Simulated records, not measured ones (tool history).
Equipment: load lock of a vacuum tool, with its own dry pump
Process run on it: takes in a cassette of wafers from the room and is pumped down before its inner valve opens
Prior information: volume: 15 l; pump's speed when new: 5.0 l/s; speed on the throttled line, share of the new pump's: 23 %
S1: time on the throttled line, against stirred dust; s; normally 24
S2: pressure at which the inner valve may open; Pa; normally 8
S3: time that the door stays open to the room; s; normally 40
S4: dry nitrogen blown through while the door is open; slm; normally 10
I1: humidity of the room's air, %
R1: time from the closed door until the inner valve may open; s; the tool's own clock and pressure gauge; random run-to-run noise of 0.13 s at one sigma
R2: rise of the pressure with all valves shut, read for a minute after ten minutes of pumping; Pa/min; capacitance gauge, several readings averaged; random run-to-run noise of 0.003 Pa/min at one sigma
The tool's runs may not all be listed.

run	hour	S1	S2	S3	S4	I1	R1	R2
1	0	24	8	40	10	43.7	49.6	0.252
2	191.7	24	8	40	10	45	49.4	0.252
3	316.1	24	8	132	10	43.6	49.7	0.299
4	471.9	24	8	132	10	44.1	49.3	0.304
5	596.4	24	8	132	10	47.8	49.5	0.311
6	706.4	24	8	40	10	45	49.8	0.285
7	840.9	22	8	40	10	46.4	47.8	0.298
8	1004.6	22	8	40	10	46	48.3	0.294
9	1123.4	22	8	40	10	49.4	48.4	0.302
10	1314.6	29	12	49	17	45.1	52.3	0.304
11	1423.7	29	12	49	17	43.4	52	0.311
12	1513.6	24	8	70	19	43.1	49.9	0.311
13	1713.5	28	8	40	14	44.2	52.8	0.318
14	1806.3	26	8	109	8	49.2	51.5	0.355
15	1924.5	24	10	37	30	44.9	49.1	0.313

Below are 3 alternative next runs, each starting from the tool's condition after run 15. Predict each:
A	2100.2	24	10	37	5	43.8	?	?
B	2100.2	24	10	76	30	48.9	?	?
C	2100.2	40	8	190	8	43.2	?	?

run	R1	R2
A	49.3	0.346
B	49.1	0.344
C	61.9	0.376
Stripped of hidden state, with their random variation kept, the same runs would have yielded:
run	R1	R2
A	46.5	0.054
B	46.4	0.052
C	59.6	0.085

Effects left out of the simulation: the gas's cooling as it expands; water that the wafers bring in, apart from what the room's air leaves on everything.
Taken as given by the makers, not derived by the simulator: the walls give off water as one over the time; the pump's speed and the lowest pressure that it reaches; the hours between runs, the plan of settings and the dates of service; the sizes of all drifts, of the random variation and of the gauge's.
